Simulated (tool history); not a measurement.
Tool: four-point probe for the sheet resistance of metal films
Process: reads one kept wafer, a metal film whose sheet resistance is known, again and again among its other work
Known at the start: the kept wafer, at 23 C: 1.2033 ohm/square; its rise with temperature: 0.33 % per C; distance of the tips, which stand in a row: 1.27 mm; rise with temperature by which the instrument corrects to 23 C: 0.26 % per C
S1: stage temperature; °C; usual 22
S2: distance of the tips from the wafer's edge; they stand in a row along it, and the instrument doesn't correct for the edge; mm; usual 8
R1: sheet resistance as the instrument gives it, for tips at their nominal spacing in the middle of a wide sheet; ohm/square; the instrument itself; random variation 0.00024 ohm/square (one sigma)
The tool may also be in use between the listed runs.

run	hour	S1	S2	R1
1	0.0	22	8	1.214662
# hour 13.6: stage's thermometer calibrated
2	30.2	22	8	1.214673
3	64.8	22	8	1.214347
4	117.2	22	8	1.214640
5	185.9	22	20	1.200678
6	230.2	22	20	1.200811
7	297.0	22	20	1.200352
# hour 357.9: stage's thermometer calibrated, once more
8	365.5	22	20	1.199488
9	429.6	22	8	1.212772
10	472.7	19	8	1.210509
11	541.8	22	8	1.212362
12	595.9	22	8	1.213012
13	644.4	22	8	1.213141
14	681.3	22	8	1.212753
15	746.2	26	19	1.203083
16	803.4	20	52	1.195710
17	872.5	28	57	1.201875
18	937.3	28	57	1.201847
19	1003.1	28	57	1.201724
20	1063.8	30	14	1.208534
21	1126.7	32	7	1.225445
22	1166.4	25	40	1.199290
23	1235.0	25	40	1.199311
24	1282.5	29	20	1.204911
25	1348.0	27	32	1.201325
26	1399.3	30	28	1.204154

Forecast each of these 3 alternatives for the next run:
A	1455.9	26	8	?
B	1455.9	26	34	?
C	1455.9	22	8	?

run	R1
A	1.215748
B	1.200248
C	1.211806
Without the tool's hidden state the same runs would have given:
run	R1
A	1.222316
B	1.206740
C	1.218350

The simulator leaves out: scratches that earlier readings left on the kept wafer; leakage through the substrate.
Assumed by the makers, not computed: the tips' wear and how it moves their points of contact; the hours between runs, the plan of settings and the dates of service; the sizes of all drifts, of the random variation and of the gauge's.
